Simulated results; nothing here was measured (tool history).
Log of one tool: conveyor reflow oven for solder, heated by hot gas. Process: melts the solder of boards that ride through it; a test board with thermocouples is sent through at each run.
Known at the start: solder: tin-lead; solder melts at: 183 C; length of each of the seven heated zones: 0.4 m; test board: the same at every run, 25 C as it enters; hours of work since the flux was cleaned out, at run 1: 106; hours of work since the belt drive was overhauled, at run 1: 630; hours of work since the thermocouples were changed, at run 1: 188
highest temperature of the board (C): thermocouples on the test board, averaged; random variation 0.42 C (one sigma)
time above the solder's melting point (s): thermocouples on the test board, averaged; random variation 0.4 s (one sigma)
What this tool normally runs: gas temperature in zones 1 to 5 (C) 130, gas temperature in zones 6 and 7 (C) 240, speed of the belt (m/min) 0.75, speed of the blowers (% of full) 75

| run | hour | gas temperature in zones 1 to 5 (C) | gas temperature in zones 6 and 7 (C) | speed of the belt (m/min) | speed of the blowers (% of full) | hours of work since the flux was cleaned out | hours of work since the belt drive was overhauled | hours of work since the thermocouples were changed | highest temperature of the board (C) | time above the solder's melting point (s) |
|---|---|---|---|---|---|---|---|---|---|---|
| 1 | 0 | 130 | 240 | 0.75 | 75 | 106 | 630 | 188 | 217.9 | 44.9 |
| 2 | 51.9 | 130 | 240 | 0.75 | 75 | 137 | 661 | 219 | 217.3 | 44.7 |
| 3 | 83 | 130 | 240 | 0.75 | 75 | 155 | 680 | 237 | 216.5 | 46 |
| 4 | 106.7 | 130 | 240 | 0.747 | 75 | 169 | 693 | 251 | 217.1 | 45.3 |
| 5 | 139.9 | 130 | 240 | 0.747 | 75 | 189 | 713 | 271 | 216.7 | 44.9 |
| 6 | 182.6 | 130 | 240 | 0.75 | 75 | 214 | 738 | 296 | 216 | 45.3 |
| 7 | 232.3 | 130 | 240 | 0.75 | 75 | 243 | 768 | 325 | 216.9 | 45.3 |
| 8 | 270.9 | 130 | 242 | 0.788 | 75 | 266 | 791 | 348 | 216.1 | 42.2 |

Forecast run 9:
| 9 | 311 | 130 | 242 | 0.788 | 75 | 290 | 814 | 372 | ? | ? |

highest temperature of the board (C): 215.8
time above the solder's melting point (s): 42.8
The same run, on a tool lacking any hidden state, would have yielded highest temperature of the board (C) 217, time above the solder's melting point (s) 43.
